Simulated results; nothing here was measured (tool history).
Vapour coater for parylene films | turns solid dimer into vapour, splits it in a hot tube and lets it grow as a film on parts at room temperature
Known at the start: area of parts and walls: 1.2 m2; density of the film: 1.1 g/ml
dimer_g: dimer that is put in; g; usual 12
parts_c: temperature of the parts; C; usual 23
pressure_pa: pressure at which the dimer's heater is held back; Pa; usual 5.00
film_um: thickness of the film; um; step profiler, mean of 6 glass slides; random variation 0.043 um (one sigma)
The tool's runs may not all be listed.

| run | hour | dimer_g | parts_c | pressure_pa | film_um |
|---|---|---|---|---|---|
| 1 | 0.0 | 12 | 23 | 5.00 | 4.58 |
| 2 | 29.7 | 12 | 23 | 5.00 | 4.64 |
| 3 | 43.5 | 12 | 23 | 5.00 | 4.52 |
| 4 | 75.1 | 12 | 23 | 5.00 | 4.47 |
| 5 | 99.9 | 12 | 23 | 5.00 | 4.40 |
| 6 | 114.5 | 14 | 32 | 2.36 | 4.27 |
| 7 | 136.0 | 14 | 32 | 2.36 | 4.24 |
| 8 | 162.8 | 7 | 15 | 4.35 | 3.31 |
| 9 | 188.5 | 18 | 18 | 3.26 | 8.93 |
| 10 | 217.0 | 18 | 27 | 5.67 | 6.11 |

Not shown: 2 entries that the log had between the listed runs. Between which runs, and how does the tool's hidden state differ before and after?
Between runs 6 and 7: trap's valve overhauled (hour 120.3)
  vapour lost through the trap's worn valve, %: 7 -> 8.9; true temperature of the parts over the reading, C: -0.13 -> -0.14
  measured less the result without the state, film_um: -0.30 -> -0.40 um
Between runs 8 and 9: trap's valve overhauled, once more (hour 176.8)
  vapour lost through the trap's worn valve, %: 9.8 -> 1.1; true temperature of the parts over the reading, C: -0.15 -> -0.16
  measured less the result without the state, film_um: -0.34 -> -0.05 um
